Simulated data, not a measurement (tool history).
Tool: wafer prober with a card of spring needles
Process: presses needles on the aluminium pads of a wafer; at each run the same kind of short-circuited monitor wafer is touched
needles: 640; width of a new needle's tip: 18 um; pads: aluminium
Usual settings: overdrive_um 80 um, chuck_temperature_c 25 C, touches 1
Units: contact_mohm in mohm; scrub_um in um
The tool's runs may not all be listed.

| run | hour | overdrive_um | chuck_temperature_c | touches | contact_mohm | scrub_um |
|---|---|---|---|---|---|---|
| 1 | 0 | 80 | 25 | 1 | 268 | 19 |
|  | 3.8 | tips cleaned on abrasive film |
|  | 8.7 | tips cleaned on abrasive film |
|  | 14.9 | tips cleaned on abrasive film |
|  | 19.9 | tips cleaned on abrasive film |
|  | 26.1 | tips cleaned on abrasive film |
| 2 | 27.6 | 80 | 25 | 1 | 269 | 18.93 |
|  | 31.3 | tips cleaned on abrasive film |
|  | 37.5 | tips cleaned on abrasive film |
|  | 43.7 | tips cleaned on abrasive film |
|  | 50 | tips cleaned on abrasive film |
|  | 54.9 | tips cleaned on abrasive film |
|  | 61.1 | tips cleaned on abrasive film |
| 3 | 63.7 | 80 | 25 | 1 | 275 | 18.85 |
|  | 66.2 | tips cleaned on abrasive film |
|  | 72.4 | tips cleaned on abrasive film |
|  | 73.9 | height of the first contact set anew |
|  | 78.9 | tips cleaned on abrasive film |
|  | 84.4 | tips cleaned on abrasive film |
| 4 | 84.4 | 70 | 25 | 1 | 259 | 17.42 |
|  | 89.4 | tips cleaned on abrasive film |
|  | 95.6 | tips cleaned on abrasive film |
|  | 101.8 | tips cleaned on abrasive film |
|  | 106.8 | tips cleaned on abrasive film |
| 5 | 111.2 | 70 | 25 | 1 | 301 | 17.35 |
|  | 112.5 | tips cleaned on abrasive film |
|  | 118.7 | tips cleaned on abrasive film |
|  | 124.9 | tips cleaned on abrasive film |
|  | 131.1 | tips cleaned on abrasive film |
|  | 137.3 | tips cleaned on abrasive film |
|  | 142.3 | tips cleaned on abrasive film |
|  | 147.5 | tips cleaned on abrasive film |
| 6 | 147.5 | 80 | 25 | 1 | 249 | 19.76 |
|  | 152.5 | tips cleaned on abrasive film |
|  | 157.5 | tips cleaned on abrasive film |
|  | 163.7 | tips cleaned on abrasive film |
| 7 | 164.3 | 80 | 25 | 1 | 263 | 19.68 |
|  | 169.3 | tips cleaned on abrasive film |
|  | 174.3 | tips cleaned on abrasive film |
|  | 180.5 | tips cleaned on abrasive film |
|  | 186.7 | tips cleaned on abrasive film |
| 8 | 189.3 | 70 | 25 | 1 | 287 | 17.13 |
|  | 191.9 | tips cleaned on abrasive film |
|  | 196.9 | tips cleaned on abrasive film |
|  | 203.1 | tips cleaned on abrasive film |
|  | 209.3 | tips cleaned on abrasive film |
| 9 | 210.5 | 70 | 25 | 1 | 273 | 17.09 |
|  | 214.3 | tips cleaned on abrasive film |
|  | 219.3 | tips cleaned on abrasive film |
|  | 224.3 | tips cleaned on abrasive film |
|  | 230.5 | tips cleaned on abrasive film |
|  | 236.7 | tips cleaned on abrasive film |
|  | 242.9 | tips cleaned on abrasive film |
|  | 249.1 | tips cleaned on abrasive film |
| 10 | 250.1 | 70 | 25 | 1 | 271 | 17.03 |
|  | 255.1 | tips cleaned on abrasive film |
|  | 261.3 | tips cleaned on abrasive film |
|  | 266.3 | tips cleaned on abrasive film |
|  | 272.5 | tips cleaned on abrasive film |
|  | 278.7 | tips cleaned on abrasive film |
|  | 284.9 | tips cleaned on abrasive film |
| 11 | 284.9 | 70 | 25 | 1 | 257 | 17.04 |
|  | 289.9 | tips cleaned on abrasive film |
|  | 296.1 | tips cleaned on abrasive film |
|  | 302.3 | tips cleaned on abrasive film |
|  | 308.5 | tips cleaned on abrasive film |
|  | 314.3 | tips cleaned on abrasive film |
| 12 | 314.3 | 93 | 96 | 2 | 273 | 22.53 |
|  | 320.5 | tips cleaned on abrasive film |
|  | 325.5 | tips cleaned on abrasive film |
|  | 331.7 | tips cleaned on abrasive film |
|  | 336.7 | tips cleaned on abrasive film |
|  | 341.7 | tips cleaned on abrasive film |
|  | 347.9 | tips cleaned on abrasive film |
| 13 | 351.9 | 80 | 27 | 1 | 292 | 19.32 |
|  | 353.3 | tips cleaned on abrasive film |
|  | 359.5 | tips cleaned on abrasive film |
|  | 365.7 | tips cleaned on abrasive film |
|  | 371.9 | tips cleaned on abrasive film |
|  | 376.9 | tips cleaned on abrasive film |
|  | 383.1 | tips cleaned on abrasive film |
| 14 | 384.2 | 80 | 123 | 1 | 299 | 19.2 |
|  | 389.1 | tips cleaned on abrasive film |
|  | 394.1 | tips cleaned on abrasive film |
|  | 400.3 | tips cleaned on abrasive film |
|  | 405.3 | tips cleaned on abrasive film |
|  | 410.3 | tips cleaned on abrasive film |
|  | 416.5 | tips cleaned on abrasive film |
| 15 | 419.4 | 81 | 123 | 1 | 307 | 19.43 |
|  | 422 | tips cleaned on abrasive film |
|  | 427 | tips cleaned on abrasive film |
|  | 433.2 | tips cleaned on abrasive film |
|  | 438.1 | tips cleaned on abrasive film |
|  | 444.4 | tips cleaned on abrasive film |
| 16 | 446 | 81 | 123 | 1 | 300 | 19.32 |
|  | 449.8 | tips cleaned on abrasive film |
|  | 456 | tips cleaned on abrasive film |
|  | 462.2 | tips cleaned on abrasive film |
| 17 | 464.8 | 81 | 123 | 1 | 307 | 19.26 |
|  | 467.4 | tips cleaned on abrasive film |
|  | 472.4 | tips cleaned on abrasive film |
|  | 478.6 | tips cleaned on abrasive film |
|  | 483.6 | tips cleaned on abrasive film |
|  | 489.8 | tips cleaned on abrasive film |
|  | 494.7 | tips cleaned on abrasive film |
|  | 500.9 | tips cleaned on abrasive film |
| 18 | 503.5 | 81 | 123 | 1 | 305 | 19.21 |
|  | 506 | tips cleaned on abrasive film |
|  | 512.2 | tips cleaned on abrasive film |
|  | 518.4 | tips cleaned on abrasive film |
|  | 523.4 | tips cleaned on abrasive film |
|  | 528.4 | tips cleaned on abrasive film |
|  | 534.6 | tips cleaned on abrasive film |
|  | 540.8 | tips cleaned on abrasive film |
| 19 | 543 | 83 | 123 | 1 | 307 | 19.59 |

The same runs without the tool's hidden state, with the same run-to-run variation:
The hidden state here: debris on the tips, nm; way that the needles fall short of the set height, um; tips' diameter, um; drift of the gauge itself on contact_mohm, %; drift of the gauge itself on scrub_um, %.
| run | contact_mohm | scrub_um |
|---|---|---|
| 1 | 250 | 19.95 |
| 2 | 251 | 19.94 |
| 3 | 248 | 19.95 |
| 4 | 252 | 17.45 |
| 5 | 252 | 17.42 |
| 6 | 245 | 19.93 |
| 7 | 251 | 19.88 |
| 8 | 252 | 17.38 |
| 9 | 253 | 17.4 |
| 10 | 252 | 17.44 |
| 11 | 251 | 17.53 |
| 12 | 269 | 23.09 |
| 13 | 250 | 19.96 |
| 14 | 282 | 19.9 |
| 15 | 276 | 20.23 |
| 16 | 277 | 20.18 |
| 17 | 278 | 20.16 |
| 18 | 277 | 20.2 |
| 19 | 282 | 20.68 |
